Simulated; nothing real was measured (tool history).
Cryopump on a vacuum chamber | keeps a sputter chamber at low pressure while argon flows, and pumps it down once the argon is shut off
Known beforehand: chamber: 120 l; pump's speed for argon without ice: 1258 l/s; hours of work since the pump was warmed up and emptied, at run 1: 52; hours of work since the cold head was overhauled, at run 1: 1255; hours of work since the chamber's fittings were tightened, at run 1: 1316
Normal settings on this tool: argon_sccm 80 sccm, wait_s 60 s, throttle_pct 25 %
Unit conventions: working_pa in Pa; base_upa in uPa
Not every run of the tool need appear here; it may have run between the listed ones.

run	day	argon_sccm	wait_s	throttle_pct	hours of work since the pump was warmed up and emptied	hours of work since the cold head was overhauled	hours of work since the chamber's fittings were tightened	working_pa	base_upa
1	0	80	60	25	52	1255	1316	0.4332	2.3
2	1.729	80	60	25	74	1276	1338	0.4353	2.34
3	5.5	80	60	25	121	1323	1385	0.437	2.38
4	7.438	80	60	25	146	1348	1409	0.4399	2.4
5	11.017	80	60	25	190	1392	1454	0.4381	2.47
6	14.504	80	60	25	234	1436	1498	0.4423	2.49
7	17.725	137	60	25	274	1476	1538	0.7618	2.61
8	20.425	80	60	28	308	1510	1572	0.4002	2.62
9	22.692	80	60	25	336	1539	1600	0.4471	2.71
10	24.996	80	70	25	365	1568	1629	0.446	2.62
# day 27.362: pump warmed up, emptied and cooled again
11	27.921	80	70	25	7	1601	1663	0.4319	2.43
12	30.896	80	60	25	44	1639	1700	0.4358	2.65
13	32.629	80	60	25	66	1660	1722	0.4365	2.59
14	35.912	80	60	15	107	1702	1763	0.7226	2.74
15	39.654	80	60	15	154	1748	1810	0.725	2.65
16	43.096	80	60	17	197	1791	1853	0.6406	2.89
17	46.762	80	60	17	243	1837	1899	0.6474	2.86
18	49.467	34	60	25	277	1871	1933	0.1877	2.98
19	52.983	80	103	42	321	1915	1977	0.2743	2.58
20	55.5	80	67	26	352	1947	2008	0.4312	2.92
21	57.875	36	66	25	382	1977	2038	0.2032	3.04
# day 59.033: pump warmed up, emptied and cooled again
22	60.762	36	60	27	22	2010	2072	0.181	2.84
23	63.788	49	31	19	60	2048	2110	0.3482	3.97
24	67.1	49	31	19	101	2089	2151	0.3515	3.94
25	70.65	49	66	58	145	2134	2195	0.1193	2.91
26	73.917	49	35	41	186	2175	2236	0.1673	3.9
27	75.933	101	49	32	212	2200	2262	0.4396	3.4
28	77.708	60	22	19	234	2222	2284	0.4353	4.97
29	80.767	64	60	30	272	2260	2322	0.2991	3.28
30	83.046	139	209	16	301	2289	2351	1.1969	2.5
31	85.317	80	85	17	329	2317	2379	0.6496	3.07
32	87.05	80	103	56	351	2339	2401	0.2112	3.05
33	89.238	34	120	19	378	2367	2428	0.249	2.89
# day 90.733: pump warmed up, emptied and cooled again
34	91.496	75	120	18	10	2392	2454	0.5631	2.66
35	94.608	75	120	18	49	2431	2493	0.5635	2.79

Entry by entry between the runs, the difference in hidden state between the last listed run before and the first listed run after:
Runs 10 to 11: pump warmed up, emptied and cooled again (day 27.362)
  pump's speed, % of a pump's without ice: 86.9 -> 98.9; cold plate's temperature, K: 12.9 -> 12.91; leak into the chamber, uPa l/s: 1809 -> 1842
  measured result minus the result with no hidden state, working_pa: +0.0183 -> +0.0031 Pa; base_upa: +1.47 -> +1.28 uPa
Runs 21 to 22: pump warmed up, emptied and cooled again (day 59.033)
  pump's speed, % of a pump's without ice: 86.1 -> 98.6; cold plate's temperature, K: 13.05 -> 13.06; leak into the chamber, uPa l/s: 2188 -> 2218
  measured result minus the result with no hidden state, working_pa: +0.0091 -> +0.0018 Pa; base_upa: +1.83 -> +1.58 uPa
Runs 33 to 34: pump warmed up, emptied and cooled again (day 90.733)
  pump's speed, % of a pump's without ice: 85.8 -> 99.1; cold plate's temperature, K: 13.19 -> 13.2; leak into the chamber, uPa l/s: 2555 -> 2579
  measured result minus the result with no hidden state, working_pa: +0.0089 -> +0.0035 Pa; base_upa: +2.15 -> +1.89 uPa
